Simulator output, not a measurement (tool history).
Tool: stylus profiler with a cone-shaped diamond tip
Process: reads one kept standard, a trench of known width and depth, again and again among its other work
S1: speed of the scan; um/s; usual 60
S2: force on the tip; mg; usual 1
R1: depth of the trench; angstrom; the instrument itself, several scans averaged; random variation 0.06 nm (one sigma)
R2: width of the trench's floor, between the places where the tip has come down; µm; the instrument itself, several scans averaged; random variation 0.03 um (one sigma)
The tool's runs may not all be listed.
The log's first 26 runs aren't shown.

Run 27, hour 1223.6: usual settings but S1 29 um/s, S2 2.2 mg. Result: R1 5075.8 angstrom, R2 14.26 µm.
Run 28, hour 1254.3: usual settings but S1 27 um/s, S2 1.13 mg. Result: R1 5053.2 angstrom, R2 14.17 µm.
Run 29, hour 1294.2: usual settings but S1 61 um/s, S2 1.23 mg. Result: R1 5055.6 angstrom, R2 13.8 µm.
Run 30, hour 1350.8: usual settings but S1 156 um/s, S2 1.2 mg. Result: R1 5055.3 angstrom, R2 13.04 µm.
Run 31, hour 1379.1: usual settings but S1 156 um/s, S2 1.2 mg. Result: R1 5055.7 angstrom, R2 12.98 µm.
At hour 1385.9: height scale calibrated on a step standard, once more.
Run 32, hour 1433.1: usual settings but S1 38 um/s, S2 0.66 mg. Result: R1 5030.4 angstrom, R2 13.74 µm.
Run 33, hour 1476.1: usual settings but S1 222 um/s, S2 0.77 mg. Result: R1 5033.7 angstrom, R2 11.89 µm.
At hour 1511.4: new tip fitted, height scale calibrated.
Run 34, hour 1511.4: usual settings but S1 85 um/s, S2 1.46 mg. Result: R1 5053.6 angstrom, R2 15.09 µm.
Run 35, hour 1554.1: usual settings but S1 85 um/s, S2 1.46 mg. Result: R1 5052.7 angstrom, R2 15 µm.
Run 36, hour 1614.3: usual settings but S1 149 um/s, S2 0.95 mg. Result: R1 5040.2 angstrom, R2 14.21 µm.
Run 37, hour 1668.3: usual settings but S1 48 um/s, S2 0.95 mg. Result: R1 5041.2 angstrom, R2 15.01 µm.
Run 38, hour 1699.7: usual settings but S1 16 um/s, S2 1.03 mg. Result: R1 5044.4 angstrom, R2 15.16 µm.
Run 39, hour 1745.6: usual settings but S1 29 um/s, S2 1.35 mg. Result: R1 5051.5 angstrom, R2 15.06 µm.
Run 40, hour 1809.3: usual settings but S1 56 um/s. Result: R1 5042.8 angstrom, R2 14.71 µm.
Run 41, hour 1846.8: usual settings but S1 56 um/s. Result: R1 5043.2 angstrom, R2 14.61 µm.
Run 42, hour 1874.6: usual settings but S1 28 um/s, S2 1.03 mg. Result: R1 5045.6 angstrom, R2 14.8 µm.
Run 43, hour 1907.5: usual settings but S1 78 um/s, S2 1.56 mg. Result: R1 5058.7 angstrom, R2 14.47 µm.
Run 44, hour 1960.1: usual settings but S1 78 um/s, S2 1.56 mg. Result: R1 5058.1 angstrom, R2 14.35 µm.

5 ways to go on from here, each from the tool as it stands after run 44. What would each give?
Run A, hour 1991.1: usual settings but S1 59 um/s, S2 1.71 mg. Result: R1 ?, R2 ?.
Run B, hour 1991.1: usual settings but S1 39 um/s. Result: R1 ?, R2 ?.
Run C, hour 1991.1: usual settings but S1 32 um/s, S2 1.3 mg. Result: R1 ?, R2 ?.
Run D, hour 1991.1: usual settings but S1 36 um/s, S2 1.56 mg. Result: R1 ?, R2 ?.
Run E, hour 1991.1: usual settings but S1 96 um/s, S2 0.47 mg. Result: R1 ?, R2 ?.

run      R1     R2
  A  5061.8  14.55
  B  5044.2  14.52
  C    5052  14.64
  D  5057.3  14.64
  E  5029.2  13.69
Without the tool's hidden state the same runs would have given:
run      R1     R2
  A  5055.5  15.31
  B    5038  15.28
  C  5045.7  15.41
  D  5051.1  15.41
  E  5022.9  14.46
